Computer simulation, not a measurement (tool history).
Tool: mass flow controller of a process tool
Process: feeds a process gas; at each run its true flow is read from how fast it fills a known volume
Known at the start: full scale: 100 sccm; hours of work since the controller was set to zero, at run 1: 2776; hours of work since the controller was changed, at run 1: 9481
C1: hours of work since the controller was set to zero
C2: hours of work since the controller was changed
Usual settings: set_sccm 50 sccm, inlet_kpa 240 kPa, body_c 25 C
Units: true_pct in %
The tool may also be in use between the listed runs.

run 1 day=0.000 | set_sccm=50 inlet_kpa=240 body_c=25 | C1=2776 C2=9481 | true_pct=99.35
run 2 day=12.004 | set_sccm=50 inlet_kpa=240 body_c=21 | C1=2969 C2=9675 | true_pct=99.93
run 3 day=24.558 | set_sccm=50 inlet_kpa=240 body_c=25 | C1=3172 C2=9877 | true_pct=99.42
run 4 day=36.154 | set_sccm=50 inlet_kpa=240 body_c=25 | C1=3359 C2=10064 | true_pct=99.52
run 5 day=42.171 | set_sccm=50 inlet_kpa=240 body_c=25 | C1=3456 C2=10162 | true_pct=99.57
run 6 day=55.112 | set_sccm=50 inlet_kpa=240 body_c=25 | C1=3665 C2=10370 | true_pct=99.47
run 7 day=63.888 | set_sccm=50 inlet_kpa=240 body_c=21 | C1=3807 C2=10512 | true_pct=99.89
run 8 day=73.275 | set_sccm=50 inlet_kpa=240 body_c=21 | C1=3958 C2=10664 | true_pct=99.87
run 9 day=85.200 | set_sccm=50 inlet_kpa=240 body_c=21 | C1=4151 C2=10856 | true_pct=99.88
run 10 day=92.483 | set_sccm=50 inlet_kpa=240 body_c=36 | C1=4268 C2=10974 | true_pct=98.23
run 11 day=99.229 | set_sccm=61 inlet_kpa=216 body_c=25 | C1=4377 C2=11082 | true_pct=99.60
run 12 day=107.996 | set_sccm=11 inlet_kpa=249 body_c=25 | C1=4519 C2=11224 | true_pct=99.20
run 13 day=117.779 | set_sccm=73 inlet_kpa=163 body_c=30 | C1=4677 C2=11382 | true_pct=99.73
run 14 day=125.179 | set_sccm=73 inlet_kpa=163 body_c=30 | C1=4796 C2=11501 | true_pct=99.62

Forecast each of these 5 alternatives for the next run:
run A day=138.379 | set_sccm=59 inlet_kpa=195 body_c=34 | C1=5009 C2=11714 | true_pct=?
run B day=138.379 | set_sccm=16 inlet_kpa=240 body_c=39 | C1=5009 C2=11714 | true_pct=?
run C day=138.379 | set_sccm=75 inlet_kpa=240 body_c=25 | C1=5009 C2=11714 | true_pct=?
run D day=138.379 | set_sccm=92 inlet_kpa=163 body_c=30 | C1=5009 C2=11714 | true_pct=?
run E day=138.379 | set_sccm=79 inlet_kpa=159 body_c=26 | C1=5009 C2=11714 | true_pct=?

run=A true_pct=98.85
run=B true_pct=97.72
run=C true_pct=99.67
run=D true_pct=99.77
run=E true_pct=100.05
Without the tool's hidden state the same runs would have given:
run=A true_pct=98.83
run=B true_pct=97.69
run=C true_pct=99.66
run=D true_pct=99.76
run=E true_pct=100.04
